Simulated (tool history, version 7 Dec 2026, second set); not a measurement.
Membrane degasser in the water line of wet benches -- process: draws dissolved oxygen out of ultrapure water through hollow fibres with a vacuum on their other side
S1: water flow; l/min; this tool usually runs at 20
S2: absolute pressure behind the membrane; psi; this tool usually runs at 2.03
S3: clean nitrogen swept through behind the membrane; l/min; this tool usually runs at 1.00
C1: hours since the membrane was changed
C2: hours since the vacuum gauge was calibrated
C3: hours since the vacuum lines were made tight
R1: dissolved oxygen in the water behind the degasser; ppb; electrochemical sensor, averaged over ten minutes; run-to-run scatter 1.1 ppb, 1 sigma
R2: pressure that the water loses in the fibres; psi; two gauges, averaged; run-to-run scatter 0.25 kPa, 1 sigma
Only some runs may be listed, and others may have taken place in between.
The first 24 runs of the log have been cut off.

| run | day | S1 | S2 | S3 | C1 | C2 | C3 | R1 | R2 |
|---|---|---|---|---|---|---|---|---|---|
| 25 | 114.100 | 17 | 3.80 | 1.00 | 7770 | 3229 | 1442 | 826.5 | 8.888 |
| 26 | 117.542 | 12 | 2.49 | 0.43 | 7852 | 3311 | 1525 | 786.5 | 6.305 |
| 27 | 121.425 | 12 | 2.49 | 0.43 | 7945 | 3405 | 1618 | 788.6 | 6.315 |
| 28 | 124.621 | 12 | 2.49 | 0.43 | 8022 | 3481 | 1694 | 786.2 | 6.327 |
| 29 | 129.112 | 12 | 2.74 | 0.43 | 8130 | 3589 | 1802 | 877.8 | 6.360 |
|  | 130.983 | vacuum gauge calibrated |
| 30 | 133.975 | 12 | 1.68 | 0.43 | 8246 | 72 | 1919 | 478.2 | 6.322 |
| 31 | 138.962 | 18 | 2.03 | 1.37 | 8366 | 192 | 2038 | 325.3 | 9.526 |
| 32 | 144.533 | 13 | 2.03 | 0.57 | 8500 | 325 | 2172 | 517.3 | 6.889 |
| 33 | 149.754 | 18 | 2.03 | 1.28 | 8625 | 451 | 2297 | 347.1 | 9.575 |

3 options for the next run, each taken on its own from the tool as it stands now. Forecast them:
| A | 156.742 | 15 | 2.03 | 0.41 | 8793 | 618 | 2465 | ? | ? |
| B | 156.742 | 18 | 1.55 | 1.56 | 8793 | 618 | 2465 | ? | ? |
| C | 156.742 | 31 | 1.91 | 0.43 | 8793 | 618 | 2465 | ? | ? |

| run | R1 | R2 |
|---|---|---|
| A | 753.2 | 7.954 |
| B | 208.2 | 9.591 |
| C | 1149.8 | 16.505 |
Had the tool no hidden state, the same runs would have come out as:
| run | R1 | R2 |
|---|---|---|
| A | 747.6 | 7.060 |
| B | 202.0 | 8.515 |
| C | 1136.5 | 14.660 |
